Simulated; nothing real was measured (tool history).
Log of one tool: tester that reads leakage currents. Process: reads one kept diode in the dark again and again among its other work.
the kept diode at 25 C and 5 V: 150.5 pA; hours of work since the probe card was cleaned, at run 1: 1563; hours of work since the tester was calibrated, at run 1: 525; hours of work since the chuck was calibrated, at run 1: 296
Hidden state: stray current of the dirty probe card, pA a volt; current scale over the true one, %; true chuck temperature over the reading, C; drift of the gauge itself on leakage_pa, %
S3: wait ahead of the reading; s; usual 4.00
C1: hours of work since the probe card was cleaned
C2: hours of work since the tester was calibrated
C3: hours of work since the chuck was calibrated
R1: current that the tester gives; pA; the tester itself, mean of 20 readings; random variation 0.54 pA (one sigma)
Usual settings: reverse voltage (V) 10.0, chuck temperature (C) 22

Run 1, hour 0.0: usual settings; C1 1563; C2 525; C3 296. Result: R1 179.75 pA.
Run 2, hour 64.5: usual settings; C1 1592; C2 553; C3 324. Result: R1 179.15 pA.
Run 3, hour 127.4: usual settings; C1 1619; C2 581; C3 352. Result: R1 178.78 pA.
Run 4, hour 201.2: usual settings but chuck temperature (C) 25; C1 1652; C2 613; C3 384. Result: R1 225.31 pA.
Run 5, hour 256.1: usual settings; C1 1676; C2 637; C3 408. Result: R1 179.45 pA.
Run 6, hour 302.6: usual settings; C1 1696; C2 658; C3 429. Result: R1 179.91 pA.
Run 7, hour 354.0: usual settings; C1 1719; C2 681; C3 451. Result: R1 178.71 pA.
Run 8, hour 406.5: usual settings but S3 7.77 s; C1 1742; C2 704; C3 474. Result: R1 178.38 pA.
Run 9, hour 459.0: usual settings but S3 7.77 s; C1 1765; C2 727; C3 497. Result: R1 179.76 pA.
At hour 536.8: probe card cleaned and baked.
Run 10, hour 536.8: usual settings but reverse voltage (V) 1.9, chuck temperature (C) 31, S3 9.88 s; C1 0; C2 760; C3 530. Result: R1 133.60 pA.
Run 11, hour 604.3: usual settings but reverse voltage (V) 7.8, chuck temperature (C) 23, S3 0.61 s; C1 30; C2 789; C3 560. Result: R1 170.04 pA.
Run 12, hour 646.4: usual settings but chuck temperature (C) 24, S3 0.59 s; C1 48; C2 808; C3 578. Result: R1 210.30 pA.
Run 13, hour 704.7: usual settings but reverse voltage (V) 10.6; C1 74; C2 833; C3 604. Result: R1 185.53 pA.
Run 14, hour 746.5: usual settings but reverse voltage (V) 2.8, chuck temperature (C) 29; C1 92; C2 852; C3 622. Result: R1 145.96 pA.
Run 15, hour 823.1: usual settings but reverse voltage (V) 2.8, chuck temperature (C) 29; C1 126; C2 885; C3 656. Result: R1 145.12 pA.
At hour 846.6: chuck's temperature calibrated.
Run 16, hour 861.5: usual settings but reverse voltage (V) 6.8, S3 0.89 s; C1 142; C2 901; C3 7. Result: R1 144.67 pA.
Run 17, hour 910.9: usual settings but reverse voltage (V) 6.8, S3 0.56 s; C1 163; C2 923; C3 28. Result: R1 145.81 pA.

Hidden state at the last listed run before each entry between runs and at the first one after, where it differs:
Between runs 9 and 10: probe card cleaned and baked (hour 536.8)
  stray current of the dirty probe card, pA a volt: 0.063 -> 0.02
Between runs 15 and 16: chuck's temperature calibrated (hour 846.6)
  true chuck temperature over the reading, C: -0.03 -> 0

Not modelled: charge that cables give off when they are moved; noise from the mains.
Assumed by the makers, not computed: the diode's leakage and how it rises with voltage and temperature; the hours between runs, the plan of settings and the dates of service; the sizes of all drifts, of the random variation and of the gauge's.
